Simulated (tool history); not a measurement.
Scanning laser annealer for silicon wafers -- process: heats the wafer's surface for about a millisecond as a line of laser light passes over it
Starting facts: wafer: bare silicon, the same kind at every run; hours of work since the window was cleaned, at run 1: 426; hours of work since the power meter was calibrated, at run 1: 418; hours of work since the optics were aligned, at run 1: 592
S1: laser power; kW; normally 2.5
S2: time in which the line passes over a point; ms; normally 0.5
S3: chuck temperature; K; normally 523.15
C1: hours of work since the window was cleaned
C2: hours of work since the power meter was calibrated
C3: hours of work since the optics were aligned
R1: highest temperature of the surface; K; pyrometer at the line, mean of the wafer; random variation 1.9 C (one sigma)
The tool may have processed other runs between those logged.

run,hour,S1,S2,S3,C1,C2,C3,R1
1,0,2.5,0.5,523.15,426,418,592,1318.15
2,12.6,2.5,0.5,523.15,435,427,601,1318.15
# hour 27.3: window over the wafer cleaned
3,29.4,2.5,0.5,523.15,2,438,612,1369.15
4,48.4,2.5,0.437,523.15,15,452,625,1303.15
5,63,2.5,0.5,554.15,26,462,636,1398.15
6,78.1,2.5,0.435,523.15,37,473,647,1303.15
7,95.7,2.5,0.435,523.15,49,486,659,1300.15
8,116.8,2.5,0.435,523.15,64,501,675,1295.15
9,136.3,2.5,0.435,523.15,79,515,689,1294.15
10,151.8,2.5,0.435,523.15,90,526,700,1295.15
11,168.5,2.5,0.435,523.15,102,538,712,1293.15
12,187.7,2.72,0.5,523.15,116,552,726,1431.15
13,206.3,2.72,0.5,523.15,129,565,739,1421.15
14,228.4,2.72,0.5,523.15,145,581,755,1425.15
15,246.9,2.5,0.402,523.15,158,595,768,1254.15
16,261.7,2.5,0.402,523.15,169,605,779,1251.15
17,276.6,2.5,0.402,523.15,180,616,790,1250.15
18,296.8,2.5,0.402,523.15,194,631,804,1251.15
19,310.9,2.375,0.5,523.15,204,641,814,1305.15
20,330.1,2.5,0.5,523.15,218,655,828,1346.15
21,341.2,2.5,0.5,523.15,226,663,836,1339.15
22,356.8,2.5,0.5,523.15,237,674,848,1343.15
23,372.3,2.397,0.384,553.15,249,685,859,1227.15
24,383.9,2.675,0.542,485.15,257,693,867,1399.15
25,405.8,2.332,0.615,544.15,273,709,883,1399.15
26,428.1,2.332,0.615,544.15,289,725,899,1396.15
27,447.4,2.5,0.5,497.15,303,739,913,1310.15
28,462.3,2.201,0.398,534.15,313,750,924,1159.15
29,481.3,2.201,0.367,534.15,327,764,937,1130.15
30,502,2.201,0.367,534.15,342,779,952,1130.15
31,520.4,2.368,0.46,541.15,355,792,965,1267.15
32,532.6,2.252,0.523,523.15,364,801,974,1263.15
33,546.1,2.5,0.555,523.15,374,810,984,1378.15
34,567.6,2.46,0.393,490.15,389,826,999,1178.15
35,585.6,2.677,0.607,548.15,402,839,1012,1503.15
36,603.3,2.375,0.483,493.15,415,852,1025,1239.15
37,619.5,2.555,0.411,493.15,427,863,1037,1225.15
38,637.6,2.375,0.411,520.15,440,876,1050,1194.15
# hour 644.8: window over the wafer cleaned
39,654.1,2.375,0.411,520.15,7,887,1060,1238.15
40,673.3,2.366,0.5,499.15,21,901,1074,1298.15
41,691.7,2.366,0.5,499.15,34,914,1087,1295.15

3 options for the next run, each taken on its own from the tool as it stands now. Forecast them:
A,702,2.667,0.418,540.15,41,921,1095,?
B,702,2.366,0.376,498.15,41,921,1095,?
C,702,2.5,0.395,523.15,41,921,1095,?

run,R1
A,1348.15
B,1174.15
C,1260.15
Without the tool's hidden state the same runs would have given:
run,R1
A,1359.15
B,1183.15
C,1269.15
